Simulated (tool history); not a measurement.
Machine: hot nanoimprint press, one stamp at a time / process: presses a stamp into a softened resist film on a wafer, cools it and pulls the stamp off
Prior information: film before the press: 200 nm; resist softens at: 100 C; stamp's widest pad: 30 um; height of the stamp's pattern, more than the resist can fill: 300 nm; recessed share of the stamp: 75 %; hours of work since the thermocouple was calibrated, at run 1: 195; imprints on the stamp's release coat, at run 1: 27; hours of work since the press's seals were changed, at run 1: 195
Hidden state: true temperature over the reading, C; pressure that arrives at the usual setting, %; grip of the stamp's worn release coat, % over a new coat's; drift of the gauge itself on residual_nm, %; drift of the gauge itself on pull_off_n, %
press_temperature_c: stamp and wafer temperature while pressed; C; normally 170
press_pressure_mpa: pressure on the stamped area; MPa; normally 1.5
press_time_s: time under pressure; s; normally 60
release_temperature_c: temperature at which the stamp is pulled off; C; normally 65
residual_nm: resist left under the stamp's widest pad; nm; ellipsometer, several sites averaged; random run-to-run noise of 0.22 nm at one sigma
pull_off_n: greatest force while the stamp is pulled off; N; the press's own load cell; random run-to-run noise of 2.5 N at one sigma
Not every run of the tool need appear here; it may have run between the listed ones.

| run | hour | press_temperature_c | press_pressure_mpa | press_time_s | release_temperature_c | hours of work since the thermocouple was calibrated | imprints on the stamp's release coat | hours of work since the press's seals were changed | residual_nm | pull_off_n |
|---|---|---|---|---|---|---|---|---|---|---|
| 1 | 0 | 170 | 1.5 | 60 | 65 | 195 | 27 | 195 | 119 | 118 |
| 2 | 63.1 | 170 | 1.5 | 60 | 65 | 240 | 307 | 240 | 119 | 119 |
| 3 | 115.7 | 170 | 1.5 | 60 | 65 | 277 | 541 | 277 | 119 | 134 |
| 4 | 170.8 | 170 | 1.5 | 46 | 65 | 316 | 786 | 316 | 129.1 | 129 |
|  | 184.8 | plate thermocouple calibrated |
| 5 | 209.4 | 170 | 1.5 | 46 | 65 | 17 | 944 | 341 | 126.7 | 126 |
| 6 | 249.9 | 170 | 1.5 | 46 | 65 | 46 | 1124 | 369 | 126.9 | 131 |
| 7 | 306.9 | 170 | 1.5 | 49 | 65 | 86 | 1377 | 409 | 124.8 | 135 |
| 8 | 350.5 | 170 | 1.5 | 49 | 65 | 117 | 1571 | 440 | 125.1 | 137 |
| 9 | 399 | 170 | 1.7 | 60 | 65 | 151 | 1786 | 474 | 112.3 | 146 |
| 10 | 454.3 | 170 | 1.7 | 60 | 65 | 190 | 2032 | 513 | 112.3 | 148 |
| 11 | 492.8 | 170 | 1.7 | 60 | 65 | 217 | 2203 | 540 | 112.3 | 154 |

Run 12 comes next. What will it give?
|  | 523.6 | stamp cleaned and given a new release coat |
| 12 | 561.7 | 170 | 1.7 | 55 | 65 | 261 | 169 | 584 | ? | ? |

residual_nm: 116.1 nm
pull_off_n: 117 N
If the tool had no hidden condition, the same run with the same run-to-run variation would have returned residual_nm 114.9 nm, pull_off_n 113 N.
